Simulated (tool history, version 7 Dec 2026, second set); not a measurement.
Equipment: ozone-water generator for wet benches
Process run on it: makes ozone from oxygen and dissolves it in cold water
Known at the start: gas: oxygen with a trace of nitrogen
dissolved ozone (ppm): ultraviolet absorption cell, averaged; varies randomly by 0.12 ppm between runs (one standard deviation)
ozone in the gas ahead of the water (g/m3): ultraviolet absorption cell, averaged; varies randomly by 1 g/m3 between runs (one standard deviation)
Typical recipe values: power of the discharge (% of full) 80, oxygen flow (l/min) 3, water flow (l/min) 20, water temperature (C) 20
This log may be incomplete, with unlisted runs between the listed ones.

run	hour	power of the discharge (% of full)	oxygen flow (l/min)	water flow (l/min)	water temperature (C)	dissolved ozone (ppm)	ozone in the gas ahead of the water (g/m3)
1	0	80	3	20	20	10.9	177.6
2	28.3	80	3	20	20	11	177.9
3	58.4	80	3	20	20	10.9	177.2
4	93.5	80	3	20	20	10.5	176.3
5	127.4	92	3	20	20	11.7	193.2
6	158.8	92	3	20	20	11.9	194.2
7	206.5	92	3	24	20	9.7	194
8	232.7	69	3	24	20	8	160.4
9	261.3	69	3	24	20	8	160
10	293.5	80	3.03	20	20	10.7	174.4
11	337	80	3.03	20	20	10.6	175.5
12	369.1	80	3.03	20	20	10.7	176.5
13	408.2	80	3.03	20	20	10.7	173.3
14	428.8	80	3.03	20	20	10.8	174.5
15	465.3	80	3.03	20	20	10.7	175.7
16	501.1	80	3.03	20	20	10.6	173.3
17	546.1	80	3.03	20	20	10.5	175.3
18	577.8	44	3.03	20	15	7.5	116.5
# hour 584.9: contactor cleaned
19	606.5	44	3.03	20	15	7.1	116.2
20	630.8	44	2.56	16	15	8.4	124.8
21	653.5	75	4.29	26	21	8.1	144.2
22	697.2	75	4.29	26	21	8	144.3
23	734.6	80	3	20	17	10.4	175.4
# hour 755.4: contactor cleaned, once more
24	779.1	80	3	20	17	11.7	172.8
25	813	80	3.2	20	20	11.7	169
26	853.5	53	3.34	31	20	5.8	126.3
27	900.8	53	3.34	31	20	5.4	125
28	942.5	53	3.34	31	20	5.5	126.5
29	967.5	53	3.34	31	20	5.6	125.3
30	991	80	3	26	23	8.4	173.5
31	1020.1	80	3	26	23	8.5	172.3
32	1068.1	80	3	26	23	8.3	171.5

Some steps in dissolved ozone (ppm), run to run, broken into two amounts with sign: the step expected even without the hidden condition (settings, incoming material, random variation), and the rest, left for the hidden condition together with whatever gauge scatter is not in both the measured and the hidden-condition-free result:
Hidden conditions of the tool in this case: yield of the discharge, % of new electrodes'; contactor's efficiency, % of a clean one's; true water temperature over the reading, C; drift of the gauge itself on ozone_ppm, %; drift of the gauge itself on gas_g_m3, %.
Run 17 -> 18: power of the discharge (% of full) 80 -> 44, water temperature (C) 20 -> 15. dissolved ozone (ppm) -3: hidden state +0.5, all else -3.5.
Run 18 -> 19: contactor cleaned. dissolved ozone (ppm) -0.4: hidden state -0.4, all else +0.
Run 23 -> 24: contactor cleaned, once more. dissolved ozone (ppm) +1.3: hidden state +1.3, all else +0.
Run 25 -> 26: power of the discharge (% of full) 80 -> 53, oxygen flow (l/min) 3.2 -> 3.34, water flow (l/min) 20 -> 31. dissolved ozone (ppm) -5.9: hidden state +0.3, all else -6.2.
Run 29 -> 30: power of the discharge (% of full) 53 -> 80, oxygen flow (l/min) 3.34 -> 3, water flow (l/min) 31 -> 26, water temperature (C) 20 -> 23. dissolved ozone (ppm) +2.8: hidden state -0.2, all else +3.

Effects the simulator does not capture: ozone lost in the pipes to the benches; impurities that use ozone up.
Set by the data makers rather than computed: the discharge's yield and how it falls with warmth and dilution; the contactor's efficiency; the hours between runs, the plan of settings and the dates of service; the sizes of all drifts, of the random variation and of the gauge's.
